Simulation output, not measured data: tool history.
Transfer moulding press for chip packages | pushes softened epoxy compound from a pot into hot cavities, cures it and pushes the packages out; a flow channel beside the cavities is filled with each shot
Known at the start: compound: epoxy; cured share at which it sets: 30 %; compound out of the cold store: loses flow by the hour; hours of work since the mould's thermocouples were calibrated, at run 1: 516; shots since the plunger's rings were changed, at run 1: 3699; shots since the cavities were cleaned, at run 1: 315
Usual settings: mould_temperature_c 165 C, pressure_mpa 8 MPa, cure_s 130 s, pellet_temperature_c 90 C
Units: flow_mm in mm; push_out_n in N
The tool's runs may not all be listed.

| run | hour | mould_temperature_c | pressure_mpa | cure_s | pellet_temperature_c | hours of work since the mould's thermocouples were calibrated | shots since the plunger's rings were changed | shots since the cavities were cleaned | incoming compound's hours out of the cold store | flow_mm | push_out_n |
|---|---|---|---|---|---|---|---|---|---|---|---|
| 1 | 0 | 165 | 8 | 130 | 90 | 516 | 3699 | 315 | 38.9 | 513 | 374 |
| 2 | 24.4 | 165 | 8 | 130 | 90 | 533 | 3962 | 578 | 18.7 | 553 | 404 |
| 3 | 46 | 165 | 8 | 130 | 90 | 548 | 4196 | 812 | 41.7 | 506 | 380 |
|  | 56 | mould's thermocouples calibrated |
|  | 60.7 | plunger's sealing rings changed |
| 4 | 66.1 | 165 | 8 | 130 | 90 | 5 | 59 | 981 | 25.7 | 535 | 400 |
|  | 74.9 | cavities cleaned with cleaning compound and waxed |
| 5 | 91.3 | 165 | 8 | 130 | 90 | 22 | 316 | 178 | 14.2 | 560 | 413 |
| 6 | 112.3 | 165 | 8 | 130 | 90 | 36 | 542 | 404 | 19.2 | 553 | 398 |
| 7 | 141.5 | 165 | 8 | 130 | 90 | 56 | 858 | 720 | 21.6 | 546 | 397 |
| 8 | 159.3 | 165 | 7.28 | 114 | 99 | 68 | 1050 | 912 | 42.8 | 479 | 456 |
|  | 172.8 | cavities cleaned with cleaning compound and waxed |
| 9 | 175.7 | 165 | 7.28 | 114 | 99 | 78 | 1212 | 32 | 21.3 | 525 | 472 |
| 10 | 188.9 | 167 | 7.84 | 130 | 83 | 88 | 1354 | 174 | 16.9 | 547 | 354 |
| 11 | 206.7 | 167 | 7.84 | 130 | 83 | 100 | 1546 | 366 | 20.1 | 537 | 369 |

5 ways to go on from here, each from the tool as it stands after run 11. What would each give?
| A | 234.9 | 167 | 7.84 | 130 | 85 | 119 | 1852 | 672 | 36.7 | ? | ? |
| B | 234.9 | 165 | 8 | 130 | 99 | 119 | 1852 | 672 | 27.2 | ? | ? |
| C | 234.9 | 163 | 8 | 165 | 90 | 119 | 1852 | 672 | 16.6 | ? | ? |
| D | 234.9 | 167 | 9.05 | 130 | 84 | 119 | 1852 | 672 | 28.9 | ? | ? |
| E | 234.9 | 167 | 7.84 | 163 | 85 | 119 | 1852 | 672 | 21.8 | ? | ? |

| run | flow_mm | push_out_n |
|---|---|---|
| A | 506 | 360 |
| B | 534 | 380 |
| C | 564 | 339 |
| D | 556 | 359 |
| E | 537 | 338 |
Without the tool's hidden state the same runs would have given:
| run | flow_mm | push_out_n |
|---|---|---|
| A | 506 | 356 |
| B | 534 | 375 |
| C | 564 | 335 |
| D | 557 | 355 |
| E | 537 | 334 |
